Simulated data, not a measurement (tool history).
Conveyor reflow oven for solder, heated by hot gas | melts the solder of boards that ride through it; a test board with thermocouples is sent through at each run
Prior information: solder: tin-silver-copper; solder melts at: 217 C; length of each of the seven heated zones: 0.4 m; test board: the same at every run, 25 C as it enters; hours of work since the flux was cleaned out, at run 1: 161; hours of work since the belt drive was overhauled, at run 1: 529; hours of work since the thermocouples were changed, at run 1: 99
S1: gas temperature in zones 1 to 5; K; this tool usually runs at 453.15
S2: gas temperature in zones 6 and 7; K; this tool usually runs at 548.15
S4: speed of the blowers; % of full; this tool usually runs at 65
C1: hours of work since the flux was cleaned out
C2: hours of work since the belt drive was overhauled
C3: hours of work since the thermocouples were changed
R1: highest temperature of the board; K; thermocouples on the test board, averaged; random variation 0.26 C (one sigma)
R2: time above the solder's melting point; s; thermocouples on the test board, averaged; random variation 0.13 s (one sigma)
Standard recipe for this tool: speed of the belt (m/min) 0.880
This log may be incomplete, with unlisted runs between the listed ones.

{"run": 1, "hour": 0.0, "S1": 453.15, "S2": 548.15, "speed of the belt (m/min)": 0.88, "S4": 65, "C1": 161, "C2": 529, "C3": 99, "R1": 531.45, "R2": 44.9}
{"run": 2, "hour": 13.1, "S1": 453.15, "S2": 548.15, "speed of the belt (m/min)": 0.88, "S4": 65, "C1": 167, "C2": 536, "C3": 105, "R1": 531.45, "R2": 45.1}
{"run": 3, "hour": 25.7, "S1": 453.15, "S2": 539.15, "speed of the belt (m/min)": 0.88, "S4": 65, "C1": 173, "C2": 542, "C3": 111, "R1": 523.95, "R2": 41.3}
{"run": 4, "hour": 38.7, "S1": 453.15, "S2": 539.15, "speed of the belt (m/min)": 0.88, "S4": 65, "C1": 180, "C2": 548, "C3": 117, "R1": 523.85, "R2": 41.4}
{"run": 5, "hour": 53.5, "S1": 453.15, "S2": 539.15, "speed of the belt (m/min)": 0.88, "S4": 65, "C1": 187, "C2": 555, "C3": 124, "R1": 523.55, "R2": 41.6}
{"run": 6, "hour": 70.9, "S1": 453.15, "S2": 539.15, "speed of the belt (m/min)": 0.88, "S4": 65, "C1": 195, "C2": 563, "C3": 132, "R1": 523.85, "R2": 41.4}
{"run": 7, "hour": 85.0, "S1": 459.15, "S2": 548.15, "speed of the belt (m/min)": 0.88, "S4": 65, "C1": 202, "C2": 570, "C3": 139, "R1": 533.05, "R2": 47.4}
{"run": 8, "hour": 107.2, "S1": 441.15, "S2": 548.15, "speed of the belt (m/min)": 0.88, "S4": 65, "C1": 212, "C2": 581, "C3": 150, "R1": 529.25, "R2": 41.3}
{"run": 9, "hour": 135.7, "S1": 463.15, "S2": 548.15, "speed of the belt (m/min)": 0.88, "S4": 65, "C1": 226, "C2": 594, "C3": 163, "R1": 533.25, "R2": 48.6}
{"run": 10, "hour": 150.4, "S1": 463.15, "S2": 548.15, "speed of the belt (m/min)": 0.88, "S4": 65, "C1": 233, "C2": 601, "C3": 170, "R1": 533.55, "R2": 48.8}
{"run": 11, "hour": 179.2, "S1": 463.15, "S2": 548.15, "speed of the belt (m/min)": 0.88, "S4": 65, "C1": 247, "C2": 615, "C3": 184, "R1": 533.75, "R2": 48.8}
{"run": 12, "hour": 192.5, "S1": 463.15, "S2": 548.15, "speed of the belt (m/min)": 0.88, "S4": 65, "C1": 253, "C2": 621, "C3": 190, "R1": 533.45, "R2": 48.9}
{"run": 13, "hour": 213.6, "S1": 453.15, "S2": 548.15, "speed of the belt (m/min)": 0.88, "S4": 75, "C1": 263, "C2": 631, "C3": 201, "R1": 533.95, "R2": 46.7}
{"run": 14, "hour": 237.5, "S1": 453.15, "S2": 548.15, "speed of the belt (m/min)": 0.88, "S4": 75, "C1": 275, "C2": 643, "C3": 212, "R1": 533.85, "R2": 46.7}
{"run": 15, "hour": 257.2, "S1": 453.15, "S2": 548.15, "speed of the belt (m/min)": 0.88, "S4": 65, "C1": 284, "C2": 652, "C3": 221, "R1": 531.75, "R2": 45.1}
{"run": 16, "hour": 274.6, "S1": 447.15, "S2": 559.15, "speed of the belt (m/min)": 0.89, "S4": 62, "C1": 292, "C2": 660, "C3": 230, "R1": 539.15, "R2": 45.8}
{"run": 17, "hour": 291.9, "S1": 447.15, "S2": 559.15, "speed of the belt (m/min)": 0.89, "S4": 62, "C1": 300, "C2": 669, "C3": 238, "R1": 538.55, "R2": 45.7}
{"run": 18, "hour": 304.3, "S1": 447.15, "S2": 559.15, "speed of the belt (m/min)": 0.89, "S4": 62, "C1": 306, "C2": 675, "C3": 244, "R1": 538.45, "R2": 45.7}
{"run": 19, "hour": 331.9, "S1": 444.15, "S2": 548.15, "speed of the belt (m/min)": 0.753, "S4": 73, "C1": 320, "C2": 688, "C3": 257, "R1": 537.35, "R2": 53.7}
{"run": 20, "hour": 348.1, "S1": 444.15, "S2": 548.15, "speed of the belt (m/min)": 0.753, "S4": 73, "C1": 327, "C2": 696, "C3": 265, "R1": 537.65, "R2": 53.7}
{"run": 21, "hour": 368.3, "S1": 460.15, "S2": 542.15, "speed of the belt (m/min)": 0.754, "S4": 59, "C1": 337, "C2": 705, "C3": 274, "R1": 530.15, "R2": 55.0}
{"run": 22, "hour": 388.2, "S1": 460.15, "S2": 542.15, "speed of the belt (m/min)": 0.754, "S4": 59, "C1": 346, "C2": 715, "C3": 284, "R1": 530.05, "R2": 54.8}
{"run": 23, "hour": 404.1, "S1": 443.15, "S2": 561.15, "speed of the belt (m/min)": 1.04, "S4": 50, "C1": 354, "C2": 722, "C3": 291, "R1": 525.25, "R2": 32.0}
{"run": 24, "hour": 419.3, "S1": 449.15, "S2": 546.15, "speed of the belt (m/min)": 0.783, "S4": 60, "C1": 361, "C2": 730, "C3": 299, "R1": 531.45, "R2": 49.8}
{"run": 25, "hour": 437.0, "S1": 455.15, "S2": 541.15, "speed of the belt (m/min)": 0.891, "S4": 68, "C1": 370, "C2": 738, "C3": 307, "R1": 525.95, "R2": 42.9}
{"run": 26, "hour": 450.3, "S1": 461.15, "S2": 537.15, "speed of the belt (m/min)": 0.88, "S4": 53, "C1": 376, "C2": 744, "C3": 313, "R1": 519.45, "R2": 40.8}
{"run": 27, "hour": 478.1, "S1": 453.15, "S2": 563.15, "speed of the belt (m/min)": 0.731, "S4": 65, "C1": 389, "C2": 758, "C3": 327, "R1": 550.95, "R2": 62.5}
{"run": 28, "hour": 502.4, "S1": 446.15, "S2": 556.15, "speed of the belt (m/min)": 0.817, "S4": 68, "C1": 401, "C2": 769, "C3": 338, "R1": 540.35, "R2": 50.9}
{"hour": 525.7, "done": "flux residue cleaned out of gas plates and filters"}
{"run": 29, "hour": 536.0, "S1": 461.15, "S2": 543.15, "speed of the belt (m/min)": 0.956, "S4": 56, "C1": 5, "C2": 783, "C3": 352, "R1": 522.65, "R2": 39.0}
{"run": 30, "hour": 556.0, "S1": 461.15, "S2": 543.15, "speed of the belt (m/min)": 0.956, "S4": 56, "C1": 14, "C2": 792, "C3": 362, "R1": 522.65, "R2": 38.6}

Below are 4 alternative next runs, each starting from the tool's condition after run 30. Predict each:
{"run": "A", "hour": 575.7, "S1": 453.15, "S2": 548.15, "speed of the belt (m/min)": 0.88, "S4": 59, "C1": 24, "C2": 802, "C3": 371, "R1": "?", "R2": "?"}
{"run": "B", "hour": 575.7, "S1": 453.15, "S2": 550.15, "speed of the belt (m/min)": 0.994, "S4": 55, "C1": 24, "C2": 802, "C3": 371, "R1": "?", "R2": "?"}
{"run": "C", "hour": 575.7, "S1": 453.15, "S2": 547.15, "speed of the belt (m/min)": 1.026, "S4": 55, "C1": 24, "C2": 802, "C3": 371, "R1": "?", "R2": "?"}
{"run": "D", "hour": 575.7, "S1": 461.15, "S2": 560.15, "speed of the belt (m/min)": 0.856, "S4": 56, "C1": 24, "C2": 802, "C3": 371, "R1": "?", "R2": "?"}

run=A R1=529.05 R2=43.8
run=B R1=524.95 R2=35.7
run=C R1=520.75 R2=32.6
run=D R1=541.35 R2=52.5
Take away the tool's hidden state, keep each run's random variation, and the runs would have read:
run=A R1=529.05 R2=43.8
run=B R1=524.95 R2=35.7
run=C R1=520.85 R2=32.6
run=D R1=541.35 R2=52.5
